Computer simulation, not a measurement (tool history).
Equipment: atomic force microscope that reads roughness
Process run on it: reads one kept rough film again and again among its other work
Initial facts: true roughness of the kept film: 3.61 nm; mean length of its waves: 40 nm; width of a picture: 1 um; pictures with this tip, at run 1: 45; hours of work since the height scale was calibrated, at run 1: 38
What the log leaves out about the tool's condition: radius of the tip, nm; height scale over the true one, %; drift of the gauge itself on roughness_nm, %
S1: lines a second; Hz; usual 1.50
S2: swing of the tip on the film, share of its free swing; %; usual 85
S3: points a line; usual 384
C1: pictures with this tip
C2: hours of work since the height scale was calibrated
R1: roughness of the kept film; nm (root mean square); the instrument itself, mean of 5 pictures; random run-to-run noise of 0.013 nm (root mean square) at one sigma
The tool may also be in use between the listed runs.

{"run": 1, "day": 0.0, "S1": 1.5, "S2": 85, "S3": 384, "C1": 45, "C2": 38, "R1": 2.936}
{"run": 2, "day": 0.417, "S1": 1.5, "S2": 85, "S3": 674, "C1": 57, "C2": 42, "R1": 2.954}
{"run": 3, "day": 1.262, "S1": 1.05, "S2": 85, "S3": 384, "C1": 83, "C2": 51, "R1": 2.959}
{"run": 4, "day": 1.767, "S1": 1.05, "S2": 85, "S3": 384, "C1": 99, "C2": 57, "R1": 2.947}
{"run": 5, "day": 2.596, "S1": 1.05, "S2": 85, "S3": 384, "C1": 124, "C2": 65, "R1": 2.936}
{"run": 6, "day": 3.108, "S1": 1.05, "S2": 85, "S3": 384, "C1": 139, "C2": 71, "R1": 2.935}
{"run": 7, "day": 3.8, "S1": 1.05, "S2": 85, "S3": 384, "C1": 161, "C2": 78, "R1": 2.895}
{"run": 8, "day": 4.546, "S1": 1.5, "S2": 85, "S3": 384, "C1": 183, "C2": 86, "R1": 2.81}
{"run": 9, "day": 4.992, "S1": 0.55, "S2": 85, "S3": 384, "C1": 197, "C2": 91, "R1": 2.947}
{"run": 10, "day": 5.612, "S1": 0.55, "S2": 85, "S3": 767, "C1": 216, "C2": 97, "R1": 2.913}
{"run": 11, "day": 6.242, "S1": 1.5, "S2": 85, "S3": 673, "C1": 235, "C2": 104, "R1": 2.742}
{"run": 12, "day": 6.65, "S1": 1.85, "S2": 85, "S3": 673, "C1": 247, "C2": 108, "R1": 2.686}
{"run": 13, "day": 7.133, "S1": 1.85, "S2": 85, "S3": 673, "C1": 262, "C2": 113, "R1": 2.677}
{"run": 14, "day": 7.975, "S1": 1.5, "S2": 85, "S3": 384, "C1": 288, "C2": 122, "R1": 2.668}
{"run": 15, "day": 8.379, "S1": 1.5, "S2": 70, "S3": 384, "C1": 300, "C2": 126, "R1": 2.787}
{"run": 16, "day": 8.771, "S1": 1.5, "S2": 70, "S3": 384, "C1": 312, "C2": 130, "R1": 2.775}
{"day": 9.112, "done": "new tip fitted"}
{"run": 17, "day": 9.571, "S1": 1.5, "S2": 85, "S3": 384, "C1": 14, "C2": 139, "R1": 2.987}
{"run": 18, "day": 9.958, "S1": 0.69, "S2": 85, "S3": 384, "C1": 26, "C2": 143, "R1": 3.1}
{"run": 19, "day": 10.433, "S1": 1.5, "S2": 89, "S3": 384, "C1": 40, "C2": 148, "R1": 2.898}
{"run": 20, "day": 11.238, "S1": 1.5, "S2": 85, "S3": 384, "C1": 65, "C2": 156, "R1": 2.915}
{"run": 21, "day": 12.0, "S1": 1.5, "S2": 85, "S3": 384, "C1": 88, "C2": 164, "R1": 2.883}
{"run": 22, "day": 12.358, "S1": 2.35, "S2": 85, "S3": 384, "C1": 99, "C2": 168, "R1": 2.723}
{"run": 23, "day": 13.092, "S1": 2.35, "S2": 85, "S3": 384, "C1": 121, "C2": 176, "R1": 2.693}
{"run": 24, "day": 13.738, "S1": 2.35, "S2": 85, "S3": 384, "C1": 141, "C2": 183, "R1": 2.708}
{"run": 25, "day": 14.358, "S1": 2.35, "S2": 85, "S3": 384, "C1": 159, "C2": 189, "R1": 2.674}
{"run": 26, "day": 15.083, "S1": 1.5, "S2": 85, "S3": 384, "C1": 182, "C2": 197, "R1": 2.751}
{"run": 27, "day": 15.488, "S1": 0.92, "S2": 68, "S3": 384, "C1": 194, "C2": 201, "R1": 2.934}
{"run": 28, "day": 16.188, "S1": 1.7, "S2": 66, "S3": 384, "C1": 215, "C2": 208, "R1": 2.878}
{"run": 29, "day": 16.725, "S1": 1.7, "S2": 66, "S3": 384, "C1": 232, "C2": 214, "R1": 2.845}
{"run": 30, "day": 17.392, "S1": 1.7, "S2": 66, "S3": 353, "C1": 252, "C2": 221, "R1": 2.816}
{"run": 31, "day": 18.05, "S1": 1.7, "S2": 66, "S3": 353, "C1": 272, "C2": 228, "R1": 2.818}
{"run": 32, "day": 18.633, "S1": 0.51, "S2": 80, "S3": 530, "C1": 290, "C2": 234, "R1": 2.821}
{"run": 33, "day": 19.446, "S1": 0.51, "S2": 65, "S3": 530, "C1": 315, "C2": 243, "R1": 2.843}
{"day": 19.729, "done": "new tip fitted"}
{"run": 34, "day": 19.892, "S1": 2.78, "S2": 72, "S3": 271, "C1": 4, "C2": 247, "R1": 2.982}
{"run": 35, "day": 20.312, "S1": 1.5, "S2": 87, "S3": 989, "C1": 17, "C2": 252, "R1": 2.974}
{"run": 36, "day": 20.742, "S1": 3.36, "S2": 85, "S3": 902, "C1": 30, "C2": 256, "R1": 2.73}
{"run": 37, "day": 21.383, "S1": 3.36, "S2": 85, "S3": 902, "C1": 50, "C2": 263, "R1": 2.665}
{"run": 38, "day": 21.733, "S1": 2.58, "S2": 79, "S3": 820, "C1": 61, "C2": 267, "R1": 2.867}
{"run": 39, "day": 22.45, "S1": 0.78, "S2": 70, "S3": 668, "C1": 82, "C2": 274, "R1": 3.099}
{"run": 40, "day": 23.283, "S1": 0.78, "S2": 70, "S3": 668, "C1": 108, "C2": 283, "R1": 3.074}
{"run": 41, "day": 23.858, "S1": 1.5, "S2": 60, "S3": 709, "C1": 125, "C2": 289, "R1": 3.031}
{"run": 42, "day": 24.538, "S1": 3.33, "S2": 85, "S3": 611, "C1": 146, "C2": 296, "R1": 2.577}
{"run": 43, "day": 25.046, "S1": 0.81, "S2": 76, "S3": 503, "C1": 161, "C2": 302, "R1": 2.963}
{"run": 44, "day": 25.429, "S1": 0.81, "S2": 76, "S3": 503, "C1": 173, "C2": 306, "R1": 2.951}
{"run": 45, "day": 25.792, "S1": 0.81, "S2": 76, "S3": 503, "C1": 184, "C2": 310, "R1": 2.976}
{"run": 46, "day": 26.238, "S1": 0.52, "S2": 76, "S3": 503, "C1": 198, "C2": 314, "R1": 2.967}
{"run": 47, "day": 26.838, "S1": 2.5, "S2": 85, "S3": 384, "C1": 216, "C2": 321, "R1": 2.603}
{"run": 48, "day": 27.408, "S1": 2.5, "S2": 85, "S3": 384, "C1": 233, "C2": 327, "R1": 2.595}
{"run": 49, "day": 27.767, "S1": 2.5, "S2": 56, "S3": 417, "C1": 244, "C2": 330, "R1": 2.879}
{"run": 50, "day": 28.333, "S1": 1.75, "S2": 56, "S3": 681, "C1": 262, "C2": 336, "R1": 2.9}
{"run": 51, "day": 28.871, "S1": 1.75, "S2": 56, "S3": 681, "C1": 278, "C2": 342, "R1": 2.86}

How would selected steps in R1 from run to run divide? Give the signed amount a tool lacking its hidden state would still show from settings, what came in and random variation, and the signed amount left for the hidden state, including any gauge scatter that is not in both of the compared results.
Run 16 -> 17: S2 70 -> 85, new tip fitted. R1 +0.212 nm (root mean square): hidden state +0.335, all else -0.123.
Run 33 -> 34: S1 0.51 -> 2.78, S2 65 -> 72, S3 530 -> 271, new tip fitted. R1 +0.139 nm (root mean square): hidden state +0.404, all else -0.265.
Run 41 -> 42: S1 1.50 -> 3.33, S2 60 -> 85, S3 709 -> 611. R1 -0.454 nm (root mean square): hidden state +0.003, all else -0.457.
Run 42 -> 43: S1 3.33 -> 0.81, S2 85 -> 76, S3 611 -> 503. R1 +0.386 nm (root mean square): hidden state -0.046, all else +0.432.
Run 46 -> 47: S1 0.52 -> 2.50, S2 76 -> 85, S3 503 -> 384. R1 -0.364 nm (root mean square): hidden state +0.013, all else -0.377.
